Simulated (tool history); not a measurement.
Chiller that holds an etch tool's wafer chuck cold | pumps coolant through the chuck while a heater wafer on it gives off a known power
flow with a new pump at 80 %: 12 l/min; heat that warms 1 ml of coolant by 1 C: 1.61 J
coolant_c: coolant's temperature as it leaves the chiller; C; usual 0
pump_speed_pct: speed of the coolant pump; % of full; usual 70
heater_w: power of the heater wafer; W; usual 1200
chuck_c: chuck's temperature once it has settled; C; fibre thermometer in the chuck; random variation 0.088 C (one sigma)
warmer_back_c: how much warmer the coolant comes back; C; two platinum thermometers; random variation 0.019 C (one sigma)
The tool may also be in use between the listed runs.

| run | hour | coolant_c | pump_speed_pct | heater_w | chuck_c | warmer_back_c |
|---|---|---|---|---|---|---|
| 1 | 0.0 | 0 | 70 | 1200 | 11.19 | 4.28 |
| 2 | 118.7 | 0 | 70 | 1200 | 11.41 | 4.31 |
| 3 | 302.4 | 0 | 70 | 1200 | 11.40 | 4.32 |
| 4 | 406.8 | 0 | 70 | 1200 | 11.33 | 4.34 |
| 5 | 548.9 | 0 | 70 | 1200 | 11.45 | 4.31 |
| 6 | 702.1 | 0 | 70 | 1200 | 11.58 | 4.33 |
| 7 | 830.7 | 0 | 70 | 1200 | 11.47 | 4.35 |
| 8 | 1036.5 | 0 | 70 | 1200 | 11.56 | 4.37 |
|  | 1122.3 | chiller's thermometer calibrated |
|  | 1189.2 | coolant changed, channels flushed |
| 9 | 1254.9 | 0 | 70 | 1200 | 10.74 | 4.35 |
| 10 | 1390.9 | 0 | 70 | 1200 | 10.75 | 4.35 |
| 11 | 1529.8 | 0 | 70 | 1200 | 10.79 | 4.38 |
| 12 | 1665.4 | 0 | 70 | 1200 | 10.91 | 4.40 |
| 13 | 1777.8 | 0 | 70 | 1200 | 10.89 | 4.38 |
| 14 | 1979.2 | 0 | 70 | 1200 | 11.04 | 4.39 |
| 15 | 2127.3 | 0 | 70 | 1200 | 10.88 | 4.41 |
| 16 | 2233.0 | 0 | 70 | 1200 | 11.06 | 4.34 |
| 17 | 2454.0 | 0 | 70 | 1200 | 11.11 | 4.41 |
| 18 | 2587.7 | 0 | 99 | 1200 | 8.52 | 3.16 |
| 19 | 2808.6 | 0 | 92 | 1238 | 9.40 | 3.52 |
| 20 | 2939.4 | -1 | 78 | 1284 | 10.01 | 4.28 |
| 21 | 3170.9 | -8 | 72 | 855 | -0.17 | 3.07 |
| 22 | 3294.3 | -8 | 72 | 855 | -0.19 | 3.07 |
| 23 | 3514.1 | -8 | 72 | 855 | -0.04 | 3.09 |
| 24 | 3719.3 | -8 | 72 | 855 | -0.05 | 3.08 |
| 25 | 3819.4 | -8 | 72 | 855 | -0.03 | 3.07 |
|  | 3969.0 | chiller's thermometer calibrated |
| 26 | 3990.3 | -10 | 77 | 941 | -1.59 | 3.22 |
| 27 | 4217.2 | -7 | 80 | 941 | 1.17 | 3.07 |
| 28 | 4367.2 | -7 | 80 | 941 | 1.29 | 3.09 |
| 29 | 4492.7 | -7 | 80 | 941 | 1.21 | 3.08 |
| 30 | 4620.6 | -7 | 80 | 941 | 1.31 | 3.10 |
| 31 | 4847.9 | -7 | 80 | 941 | 1.25 | 3.07 |

Hidden state or all else? Some run-to-run changes of chuck_c, split into what the settings, what came in and random variation would give without the hidden state, and what is left for the hidden state (with any gauge scatter that isn't in both results):
The hidden state here: heat passed by the chuck's channels, % of clean ones'; flow at a given pump speed, % of a new pump's; coolant's true temperature over the reading, C; drift of the gauge itself on chuck_c, C; drift of the gauge itself on warmer_back_c, C.
Run 8 -> 9: chiller's thermometer calibrated, coolant changed, channels flushed. chuck_c -0.82 C: hidden state -0.81, all else -0.01.
Run 17 -> 18: pump_speed_pct 70 -> 99. chuck_c -2.59 C: hidden state -0.12, all else -2.47.
Run 19 -> 20: coolant_c 0 -> -1, pump_speed_pct 92 -> 78, heater_w 1238 -> 1284. chuck_c +0.61 C: hidden state +0.14, all else +0.47.
Run 20 -> 21: coolant_c -1 -> -8, pump_speed_pct 78 -> 72, heater_w 1284 -> 855. chuck_c -10.18 C: hidden state -0.18, all else -10.00.
Run 26 -> 27: coolant_c -10 -> -7, pump_speed_pct 77 -> 80. chuck_c +2.76 C: hidden state +0.03, all else +2.73.
